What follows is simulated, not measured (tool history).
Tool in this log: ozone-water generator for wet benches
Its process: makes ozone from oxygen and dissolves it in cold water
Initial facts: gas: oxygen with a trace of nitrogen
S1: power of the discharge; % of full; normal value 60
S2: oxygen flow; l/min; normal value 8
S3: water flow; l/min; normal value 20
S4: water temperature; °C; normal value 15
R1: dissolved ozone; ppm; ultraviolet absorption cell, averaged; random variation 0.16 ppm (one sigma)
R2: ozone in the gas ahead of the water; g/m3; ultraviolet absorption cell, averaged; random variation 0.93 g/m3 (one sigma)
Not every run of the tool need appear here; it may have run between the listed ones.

run   hour  S1    S2  S3  S4    R1     R2
  1      0  60     8  20  15  21.4    158
  2   39.4  60     8  20  15  21.2  155.8
  3   80.3  60     8  20  15  21.2  157.2
  4  114.9  60  6.63  20  15    22  176.7
  5  140.8  60     8  20  15  21.4  155.1
  6  173.6  60     8  20  15  21.1  156.6
  7  209.4  60     8  20  15  21.3  156.2
     217.8  -- contactor cleaned
  8  241.3  60     8  20  15    21  157.4
  9    271  60     8  20  15  20.9  155.6
 10    311  73   6.6  20  15  25.3  208.3
 11  342.1  73   6.6  20  15  25.2  207.6
 12  364.2  60  8.86  13  15  26.3  145.8
 13    404  60  4.15  13   9  35.3  248.1
 14  438.5  54  11.3  12   9    26  112.3
     471.3  -- contactor cleaned, once more
 15  482.1  54  11.3  12   9  26.7  112.3

4 ways to go on from here, each from the tool as it stands after run 15. What would each give?
  A   510  41   11.3  12   9   ?   ?
  B   510  60      8  19   8   ?   ?
  C   510  60   11.3  15   9   ?   ?
  D   510  69  11.13  19  15   ?   ?

run    R1     R2
  A  21.5   91.3
  B  24.5  155.8
  C  25.7  121.6
  D  22.4  139.3
Had the tool no hidden state, the same runs would have come out as:
run    R1     R2
  A  21.8   91.9
  B  24.9  157.3
  C  26.2  122.8
  D  22.8  140.9

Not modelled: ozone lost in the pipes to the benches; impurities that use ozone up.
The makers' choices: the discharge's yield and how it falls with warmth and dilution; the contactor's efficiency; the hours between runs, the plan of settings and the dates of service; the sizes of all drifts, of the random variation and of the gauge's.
